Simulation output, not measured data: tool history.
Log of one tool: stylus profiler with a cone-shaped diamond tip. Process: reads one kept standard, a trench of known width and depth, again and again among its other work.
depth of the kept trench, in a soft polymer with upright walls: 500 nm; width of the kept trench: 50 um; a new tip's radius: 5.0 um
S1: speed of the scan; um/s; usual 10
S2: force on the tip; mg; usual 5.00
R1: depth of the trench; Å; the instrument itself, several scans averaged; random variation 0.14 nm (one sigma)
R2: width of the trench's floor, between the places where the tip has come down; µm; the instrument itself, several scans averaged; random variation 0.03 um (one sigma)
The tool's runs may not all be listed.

run   hour  S1    S2      R1     R2
  1    0.0  10  5.00  5085.6  45.20
  2   44.3  10  5.00  5088.1  45.20
  3   74.5  10  5.00  5086.2  45.12
  4  106.3  10  5.00  5087.9  45.17
  5  132.6  10  5.00  5087.0  45.14
  6  157.7  10  5.00  5088.4  45.10
  7  205.7  10  5.00  5087.4  45.07
  8  248.1  10  5.00  5089.9  45.05
  9  296.2  10  5.00  5086.0  45.04
 10  323.3  10  5.00  5083.1  45.04
 11  345.3  10  5.00  5085.2  44.95
 12  367.4  10  5.00  5087.2  44.95
 13  388.9  10  5.00  5085.5  44.99
 14  422.6  10  2.28  5049.1  44.93
 15  460.1  33  5.00  5086.2  44.80
 16  502.2  10  5.00  5082.7  44.94
 17  538.1  10  5.00  5084.6  44.87
 18  578.8  29  5.00  5081.9  44.75
 19  602.7  29  5.00  5081.2  44.77
 20  632.1  29  5.00  5083.3  44.69
 21  674.5  29  5.00  5082.2  44.69
 22  712.9   7  5.00  5082.6  44.74
 23  758.5  10  1.77  5036.4  44.67

The next listed run, before its measurement:
 24  792.1  10  1.77   ?   ?

R1: 5033.2 Å
R2: 44.71 µm
Without the tool's hidden state the same run would have given R1 5043.8 Å, R2 45.59 µm.

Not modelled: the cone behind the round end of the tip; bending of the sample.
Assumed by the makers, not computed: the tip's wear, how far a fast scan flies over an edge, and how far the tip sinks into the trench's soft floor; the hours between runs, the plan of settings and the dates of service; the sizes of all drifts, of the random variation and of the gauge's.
